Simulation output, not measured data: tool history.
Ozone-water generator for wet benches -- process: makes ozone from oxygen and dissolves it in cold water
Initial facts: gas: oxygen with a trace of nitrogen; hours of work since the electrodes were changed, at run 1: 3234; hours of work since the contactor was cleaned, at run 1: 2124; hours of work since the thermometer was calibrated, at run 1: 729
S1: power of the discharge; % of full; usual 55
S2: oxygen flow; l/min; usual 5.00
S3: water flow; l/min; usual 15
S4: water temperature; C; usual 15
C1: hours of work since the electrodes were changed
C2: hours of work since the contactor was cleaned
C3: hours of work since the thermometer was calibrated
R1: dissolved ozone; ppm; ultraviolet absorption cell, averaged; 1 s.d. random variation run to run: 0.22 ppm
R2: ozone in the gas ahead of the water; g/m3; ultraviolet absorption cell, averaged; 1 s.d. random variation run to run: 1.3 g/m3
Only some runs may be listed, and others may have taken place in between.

run 1 hour=0.0 | S1=55 S2=5.00 S3=15 S4=15 | C1=3234 C2=2124 C3=729 | R1=32.1 R2=235.9
run 2 hour=102.9 | S1=55 S2=5.00 S3=15 S4=15 | C1=3320 C2=2210 C3=815 | R1=31.7 R2=236.3
run 3 hour=154.4 | S1=55 S2=5.00 S3=15 S4=15 | C1=3363 C2=2253 C3=858 | R1=31.9 R2=236.7
run 4 hour=207.4 | S1=55 S2=5.00 S3=15 S4=15 | C1=3407 C2=2298 C3=902 | R1=31.9 R2=235.7
run 5 hour=303.4 | S1=55 S2=4.84 S3=15 S4=15 | C1=3488 C2=2378 C3=983 | R1=31.8 R2=239.5
run 6 hour=364.6 | S1=85 S2=5.00 S3=15 S4=15 | C1=3539 C2=2429 C3=1034 | R1=41.6 R2=305.0
run 7 hour=453.4 | S1=85 S2=5.00 S3=15 S4=15 | C1=3614 C2=2504 C3=1109 | R1=41.0 R2=300.8
run 8 hour=507.2 | S1=82 S2=5.00 S3=15 S4=15 | C1=3659 C2=2549 C3=1154 | R1=40.1 R2=296.7
run 9 hour=612.2 | S1=82 S2=5.00 S3=15 S4=15 | C1=3747 C2=2637 C3=1242 | R1=40.7 R2=295.5
run 10 hour=672.5 | S1=55 S2=5.00 S3=15 S4=15 | C1=3797 C2=2687 C3=1292 | R1=31.4 R2=230.0
run 11 hour=779.6 | S1=55 S2=5.00 S3=15 S4=15 | C1=3887 C2=2777 C3=1382 | R1=31.9 R2=230.1
run 12 hour=838.7 | S1=55 S2=5.00 S3=13 S4=15 | C1=3936 C2=2827 C3=1431 | R1=35.0 R2=230.9
run 13 hour=941.1 | S1=55 S2=5.00 S3=13 S4=15 | C1=4022 C2=2912 C3=1517 | R1=35.4 R2=233.3
run 14 hour=1006.1 | S1=55 S2=5.00 S3=13 S4=15 | C1=4077 C2=2967 C3=1572 | R1=35.5 R2=226.5
run 15 hour=1117.8 | S1=55 S2=5.00 S3=13 S4=15 | C1=4170 C2=3060 C3=1665 | R1=35.2 R2=226.7
run 16 hour=1173.2 | S1=55 S2=5.00 S3=13 S4=15 | C1=4217 C2=3107 C3=1712 | R1=35.0 R2=227.1
-- hour=1213.7 gauge calibrated
run 17 hour=1269.4 | S1=55 S2=5.00 S3=13 S4=15 | C1=4297 C2=3187 C3=1792 | R1=35.4 R2=234.2
run 18 hour=1327.7 | S1=55 S2=5.00 S3=17 S4=11 | C1=4346 C2=3236 C3=1841 | R1=30.5 R2=233.7
run 19 hour=1421.8 | S1=55 S2=5.00 S3=17 S4=11 | C1=4425 C2=3315 C3=1920 | R1=30.3 R2=234.9
run 20 hour=1532.1 | S1=66 S2=5.00 S3=15 S4=10 | C1=4517 C2=3407 C3=2012 | R1=37.9 R2=261.9
run 21 hour=1588.4 | S1=53 S2=5.00 S3=15 S4=10 | C1=4565 C2=3455 C3=2060 | R1=33.4 R2=228.7
run 22 hour=1687.1 | S1=55 S2=5.00 S3=16 S4=15 | C1=4647 C2=3537 C3=2142 | R1=30.2 R2=235.3
run 23 hour=1757.8 | S1=86 S2=5.00 S3=15 S4=15 | C1=4706 C2=3597 C3=2202 | R1=41.4 R2=307.8
run 24 hour=1851.8 | S1=98 S2=7.47 S3=9 S4=8 | C1=4785 C2=3675 C3=2280 | R1=65.6 R2=255.9
run 25 hour=1938.5 | S1=98 S2=7.47 S3=9 S4=8 | C1=4858 C2=3748 C3=2353 | R1=64.2 R2=255.0
run 26 hour=1997.2 | S1=96 S2=8.68 S3=15 S4=15 | C1=4907 C2=3797 C3=2402 | R1=40.7 R2=230.7
run 27 hour=2064.7 | S1=96 S2=8.68 S3=15 S4=15 | C1=4964 C2=3854 C3=2459 | R1=40.1 R2=230.1
run 28 hour=2163.5 | S1=46 S2=8.68 S3=15 S4=15 | C1=5046 C2=3937 C3=2541 | R1=25.8 R2=145.4
run 29 hour=2232.9 | S1=46 S2=8.68 S3=19 S4=10 | C1=5104 C2=3995 C3=2600 | R1=24.2 R2=147.3
-- hour=2287.1 water thermometer calibrated
run 30 hour=2304.7 | S1=46 S2=8.68 S3=19 S4=10 | C1=5164 C2=4054 C3=15 | R1=24.3 R2=146.0
run 31 hour=2388.1 | S1=46 S2=8.68 S3=19 S4=10 | C1=5234 C2=4124 C3=85 | R1=24.2 R2=143.7
run 32 hour=2444.8 | S1=46 S2=8.68 S3=19 S4=10 | C1=5282 C2=4172 C3=132 | R1=24.5 R2=143.4

How would selected steps in R2 from run to run divide? Give the signed amount a tool lacking its hidden state would still show from settings, what came in and random variation, and the signed amount left for the hidden state, including any gauge scatter that is not in both of the compared results.
The tool's hidden condition here consists of: yield of the discharge, % of new electrodes'; contactor's efficiency, % of a clean one's; true water temperature over the reading, C; drift of the gauge itself on ozone_ppm, %; drift of the gauge itself on gas_g_m3, %.
Run 5 -> 6: S1 55 -> 85, S2 4.84 -> 5.00. R2 +65.5 g/m3: hidden state -1.1, all else +66.6.
Run 16 -> 17: gauge calibrated. R2 +7.1 g/m3: hidden state +6.4, all else +0.7.
Run 22 -> 23: S1 55 -> 86, S3 16 -> 15. R2 +72.5 g/m3: hidden state -1.5, all else +74.0.
Run 27 -> 28: S1 96 -> 46. R2 -84.7 g/m3: hidden state +1.7, all else -86.4.
